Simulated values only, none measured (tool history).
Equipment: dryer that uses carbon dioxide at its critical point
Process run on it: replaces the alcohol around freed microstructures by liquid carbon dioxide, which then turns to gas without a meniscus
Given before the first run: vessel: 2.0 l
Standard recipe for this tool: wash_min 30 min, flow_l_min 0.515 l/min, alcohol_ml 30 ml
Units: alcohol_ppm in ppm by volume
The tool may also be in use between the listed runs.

| run | day | wash_min | flow_l_min | alcohol_ml | alcohol_ppm |
|---|---|---|---|---|---|
| 1 | 0 | 30 | 0.515 | 30 | 28 |
| 2 | 0.558 | 30 | 0.515 | 30 | 31 |
| 3 | 1.025 | 30 | 0.515 | 30 | 33 |
| 4 | 1.404 | 30 | 0.502 | 30 | 42 |
| 5 | 1.958 | 30 | 0.502 | 30 | 41 |
| 6 | 2.492 | 30 | 0.502 | 30 | 36 |
| 7 | 2.971 | 30 | 0.441 | 30 | 51 |
| 8 | 3.562 | 30 | 0.441 | 30 | 68 |
| 9 | 3.95 | 30 | 0.441 | 30 | 65 |
| 10 | 4.6 | 23 | 0.515 | 30 | 102 |
| 11 | 5.058 | 23 | 0.515 | 30 | 109 |
| 12 | 5.546 | 23 | 0.515 | 30 | 116 |
| 13 | 6.183 | 23 | 0.515 | 30 | 110 |
| 14 | 6.596 | 23 | 0.515 | 30 | 122 |
| 15 | 7.233 | 30 | 0.515 | 30 | 53 |
| 16 | 7.708 | 30 | 0.515 | 30 | 50 |
| 17 | 7.992 | 30 | 0.515 | 30 | 51 |
| 18 | 8.592 | 22 | 0.515 | 30 | 147 |
| 19 | 9.058 | 22 | 0.515 | 30 | 174 |
| 20 | 9.65 | 30 | 0.515 | 30 | 60 |
| 21 | 10.138 | 30 | 0.515 | 30 | 61 |
| 22 | 10.571 | 30 | 0.515 | 30 | 67 |
| 23 | 10.988 | 30 | 0.515 | 30 | 68 |
| 24 | 11.396 | 22 | 0.526 | 30 | 163 |
| 25 | 11.846 | 22 | 0.526 | 30 | 176 |
| 26 | 12.188 | 22 | 0.555 | 30 | 159 |
| 27 | 12.508 | 44 | 0.393 | 37 | 66 |
| 28 | 12.904 | 22 | 0.326 | 46 | 1260 |
|  | 13.079 | inlet filter changed |
| 29 | 13.288 | 19 | 0.801 | 30 | 61 |
| 30 | 13.721 | 19 | 0.801 | 30 | 60 |
| 31 | 14.317 | 20 | 0.801 | 29 | 62 |
| 32 | 14.946 | 20 | 0.526 | 93 | 380 |
| 33 | 15.3 | 20 | 0.707 | 93 | 112 |
| 34 | 15.888 | 20 | 0.707 | 25 | 74 |
| 35 | 16.175 | 31 | 0.584 | 78 | 55 |
| 36 | 16.612 | 29 | 0.772 | 27 | 61 |
| 37 | 17.196 | 23 | 0.772 | 42 | 72 |
| 38 | 17.646 | 25 | 0.515 | 26 | 97 |
| 39 | 18.067 | 25 | 0.515 | 26 | 98 |
| 40 | 18.579 | 28 | 0.715 | 81 | 73 |
| 41 | 18.983 | 28 | 0.715 | 81 | 78 |
| 42 | 19.354 | 28 | 0.715 | 81 | 69 |
| 43 | 19.788 | 20 | 0.386 | 81 | 1268 |
| 44 | 20.308 | 20 | 0.386 | 81 | 1295 |
| 45 | 20.912 | 23 | 0.327 | 104 | 1832 |
| 46 | 21.242 | 23 | 0.327 | 104 | 1816 |

Hidden state or all else? Some run-to-run changes of alcohol_ppm, split into what the settings, what came in and random variation would give without the hidden state, and what is left for the hidden state (with any gauge scatter that isn't in both results):
The hidden state here: flow that reaches the vessel past the clogged filter, %; alcohol in the recycled carbon dioxide, ppm; drift of the gauge itself on alcohol_ppm, %.
Run 27 -> 28: wash_min 44 -> 22, flow_l_min 0.393 -> 0.326, alcohol_ml 37 -> 46. alcohol_ppm +1194 ppm by volume: hidden state +486, all else +708.
Run 28 -> 29: wash_min 22 -> 19, flow_l_min 0.326 -> 0.801, alcohol_ml 46 -> 30, inlet filter changed. alcohol_ppm -1199 ppm by volume: hidden state -492, all else -707.
Run 42 -> 43: wash_min 28 -> 20, flow_l_min 0.715 -> 0.386. alcohol_ppm +1199 ppm by volume: hidden state +251, all else +948.
